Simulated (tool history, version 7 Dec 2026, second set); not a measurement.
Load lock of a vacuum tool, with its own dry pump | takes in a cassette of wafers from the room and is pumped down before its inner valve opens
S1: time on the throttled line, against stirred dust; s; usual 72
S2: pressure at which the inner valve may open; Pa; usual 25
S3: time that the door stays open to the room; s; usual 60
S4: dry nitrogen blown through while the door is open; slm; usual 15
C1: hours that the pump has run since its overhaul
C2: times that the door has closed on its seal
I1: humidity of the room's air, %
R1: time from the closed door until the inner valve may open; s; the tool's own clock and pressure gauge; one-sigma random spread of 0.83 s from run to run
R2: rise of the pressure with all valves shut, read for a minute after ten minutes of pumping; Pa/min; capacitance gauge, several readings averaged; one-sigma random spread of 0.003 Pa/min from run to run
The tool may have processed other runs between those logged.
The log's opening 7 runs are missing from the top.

run    hour   S1  S2   S3  S4     C1     C2    I1     R1     R2
  8  1051.9   72  25   60  15  11037  15724  46.4  135.3  0.340
  9  1176.0   72  25   60  15  11161  15929  41.7  136.2  0.341
 10  1338.9   72  25   60  15  11324  16199  46.6  137.6  0.355
 11  1538.5   72  25  194  15  11523  16529  48.3  135.3  0.388
 12  1721.6   72  25   60  15  11706  16832  45.8  136.7  0.372
 13  1850.2   72  25   60  41  11835  17045  44.0  135.0  0.365
 14  2066.1   72  32   60  15  12051  17402  42.6  134.9  0.386
 15  2273.1  106  32   60  15  12258  17744  44.2  158.8  0.409
 16  2415.6   59  22   26  15  12400  17980  46.6  128.9  0.400
 17  2633.8   72  25   60  23  12619  18341  44.8  137.8  0.426
 18  2820.7   72  25   60  23  12805  18650  46.1  137.2  0.418
 19  3014.0   79  35   60  15  12999  18970  42.8  138.3  0.442
 20  3182.6   79  21  123  15  13167  19249  45.1  144.5  0.474
 21  3358.4   72  30   60  13  13343  19539  44.9  135.9  0.466
 22  3453.3  120  36   60  15  13438  19696  44.2  166.9  0.473
 23  3568.1  109  29   80  10  13553  19886  47.7  160.8  0.485
 24  3728.4   80  26  105  43  13713  20151  41.6  143.0  0.487
 25  3912.1   67  26  171  10  13897  20455  44.6  134.3  0.542
 26  4040.3  105  46   60  15  14025  20667  41.4  154.7  0.506
 27  4205.6   51  25  129  15  14190  20941  43.6  123.0  0.526
     4243.6  -- dry pump taken out, an overhauled one fitted
     4356.8  -- door's seal changed, seat wiped
 28  4362.3   51  25  129  15    117      9  45.0  112.7  0.028
 29  4505.5   72  25   72  15    260    246  43.4  128.6  0.027
 30  4655.5   66  20  165   8    410    495  45.3  125.7  0.052

What if the next run were any one of these 5? Each begins from the tool's condition after run 30:
  A  4798.2   66  23  108  24  553  731  42.8   ?   ?
  B  4798.2  100  24  167  15  553  731  43.9   ?   ?
  C  4798.2   70  20  165   8  553  731  45.3   ?   ?
  D  4798.2   72  25   52  16  553  731  44.2   ?   ?
  E  4798.2   63  20  165  12  553  731  49.9   ?   ?

run     R1     R2
  A  124.5  0.032
  B  150.3  0.049
  C  128.3  0.049
  D  129.2  0.022
  E  123.2  0.054
Without the tool's hidden state the same runs would have given:
run     R1     R2
  A  125.1  0.026
  B  150.8  0.043
  C  128.9  0.043
  D  129.8  0.017
  E  123.8  0.049
